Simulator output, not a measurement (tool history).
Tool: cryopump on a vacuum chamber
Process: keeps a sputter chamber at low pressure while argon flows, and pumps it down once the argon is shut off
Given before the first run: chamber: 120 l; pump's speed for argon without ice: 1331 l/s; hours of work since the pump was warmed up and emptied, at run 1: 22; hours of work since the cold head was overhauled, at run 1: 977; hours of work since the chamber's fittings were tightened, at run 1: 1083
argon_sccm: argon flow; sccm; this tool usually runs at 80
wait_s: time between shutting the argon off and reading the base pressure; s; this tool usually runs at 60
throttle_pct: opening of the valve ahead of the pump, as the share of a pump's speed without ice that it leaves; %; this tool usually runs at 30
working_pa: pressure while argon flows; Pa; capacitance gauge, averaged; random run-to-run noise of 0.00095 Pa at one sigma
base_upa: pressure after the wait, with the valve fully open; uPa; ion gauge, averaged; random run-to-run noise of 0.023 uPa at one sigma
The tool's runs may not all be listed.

run	hour	argon_sccm	wait_s	throttle_pct	hours of work since the pump was warmed up and emptied	hours of work since the cold head was overhauled	hours of work since the chamber's fittings were tightened	working_pa	base_upa
1	0.0	80	60	30	22	977	1083	0.3401	1.47
2	19.7	80	60	30	35	990	1096	0.3414	1.52
3	42.9	80	60	30	51	1006	1111	0.3391	1.50
4	65.3	80	60	30	66	1021	1126	0.3414	1.54
5	104.3	80	60	30	92	1047	1152	0.3396	1.54
6	141.7	80	60	30	117	1072	1177	0.3432	1.64
7	170.3	80	60	30	136	1091	1196	0.3428	1.61
8	199.1	80	60	30	155	1110	1215	0.3429	1.62
9	215.3	49	60	58	166	1121	1226	0.1094	1.57
10	234.0	39	26	27	178	1133	1239	0.1851	2.30
11	269.4	56	69	27	202	1157	1262	0.2660	1.58
12	301.2	56	69	27	223	1178	1283	0.2667	1.56
13	327.3	58	29	29	240	1195	1301	0.2582	2.25
14	355.1	58	29	29	259	1214	1319	0.2571	2.28

For run 15, what comes out?
15	374.3	37	48	29	272	1227	1332	?	?

{"run 15": {"working_pa": 0.1648, "base_upa": 1.79}}
If the tool had no hidden condition, the same run with the same run-to-run variation would have returned working_pa 0.1623 Pa, base_upa 0.89 uPa.
